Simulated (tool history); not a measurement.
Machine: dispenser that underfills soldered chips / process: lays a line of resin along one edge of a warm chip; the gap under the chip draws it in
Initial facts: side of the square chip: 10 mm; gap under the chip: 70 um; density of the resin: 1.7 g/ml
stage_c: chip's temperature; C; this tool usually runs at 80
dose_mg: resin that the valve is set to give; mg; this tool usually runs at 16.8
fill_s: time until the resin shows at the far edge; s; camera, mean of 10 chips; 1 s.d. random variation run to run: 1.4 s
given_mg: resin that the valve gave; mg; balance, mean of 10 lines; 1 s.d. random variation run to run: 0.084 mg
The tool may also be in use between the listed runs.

run     day  stage_c  dose_mg  fill_s  given_mg
  1   0.000       80     16.8   174.9     16.01
      0.242  -- new syringe of resin
  2   0.483       80     19.9   202.3     18.69
      0.608  -- new syringe of resin
      0.983  -- new syringe of resin
  3   0.983       67     16.8   261.3     15.73
      1.329  -- new syringe of resin
  4   1.533       93     16.8   117.5     15.63
      1.708  -- new syringe of resin
  5   1.912       87     16.8   148.8     15.51
      2.062  -- new syringe of resin
  6   2.150       87     16.8   128.7     15.53
      2.408  -- new syringe of resin
  7   2.500       95     16.8    94.5     15.46
      2.762  -- new syringe of resin
  8   2.792       95     16.8    86.1     15.35
      3.108  -- new syringe of resin
  9   3.200       95     16.8    95.0     15.30
      3.454  -- new syringe of resin
 10   3.454       95     16.8    84.2     15.14
      3.746  -- dispensing valve cleaned and set on the balance
      3.858  -- new syringe of resin
 11   4.029       95     16.8   104.7     16.58
      4.229  -- new syringe of resin
 12   4.338       80     16.1   178.0     15.84
      4.588  -- new syringe of resin
 13   4.733       80     16.1   185.3     15.85
      4.950  -- new syringe of resin
 14   5.042       80     16.1   173.9     15.94
 15   5.267       82     16.8   214.5     16.39
      5.312  -- new syringe of resin
 16   5.504       82     16.8   182.2     16.38
      5.679  -- new syringe of resin
      6.038  -- new syringe of resin
 17   6.038       80     19.7   146.3     19.12
 18   6.350       84     18.3   193.6     17.58
      6.408  -- new syringe of resin
      6.775  -- new syringe of resin
 19   6.829       84     18.3   136.5     17.60
 20   7.067       84     18.3   187.1     17.60
      7.125  -- new syringe of resin
 21   7.408       84     18.3   187.5     17.32
      7.467  -- new syringe of resin
 22   7.725       66     17.5   406.2     16.53
      7.817  -- new syringe of resin
 23   8.117       66     16.0   438.1     15.17
      8.196  -- new syringe of resin
      8.550  -- new syringe of resin
 24   8.642       73     21.2   232.9     19.85
      8.892  -- new syringe of resin
 25   9.083       70     19.0   303.6     17.61
      9.233  -- new syringe of resin
 26   9.388       70     19.0   292.5     17.71
      9.588  -- new syringe of resin
      9.933  -- new syringe of resin
 27   9.938       70     19.0   240.8     17.46
     10.296  -- new syringe of resin
 28  10.296       88     18.9   108.9     17.34
     10.638  -- new syringe of resin
 29  10.808       89     19.0   131.9     17.33
     10.979  -- new syringe of resin
     11.321  -- new syringe of resin
 30  11.346       89     19.0   111.4     17.10
     11.679  -- new syringe of resin
 31  11.767       94     19.0    99.8     17.12
     11.962  -- dispensing valve cleaned and set on the balance
     12.108  -- new syringe of resin
 32  12.246       94     19.0   103.8     18.77
     12.450  -- new syringe of resin
 33  12.771       94     19.0   129.0     18.62
     12.821  -- new syringe of resin
     13.167  -- new syringe of resin
 34  13.208       94     19.0    90.3     18.59

Forecast each of these 4 alternatives for the next run:
     13.512  -- new syringe of resin
  A  13.600       83     19.0       ?         ?
     13.512  -- new syringe of resin
  B  13.600       72     19.8       ?         ?
     13.512  -- new syringe of resin
  C  13.600       94     15.5       ?         ?
     13.512  -- new syringe of resin
  D  13.600       84     19.6       ?         ?

run  fill_s  given_mg
  A   153.6     18.60
  B   246.0     19.28
  C   103.2     15.15
  D   148.0     19.19
Stripped of hidden state, with their random variation kept, the same runs would have yielded:
run  fill_s  given_mg
  A   115.8     19.03
  B   183.9     19.73
  C    78.3     15.51
  D   111.8     19.63
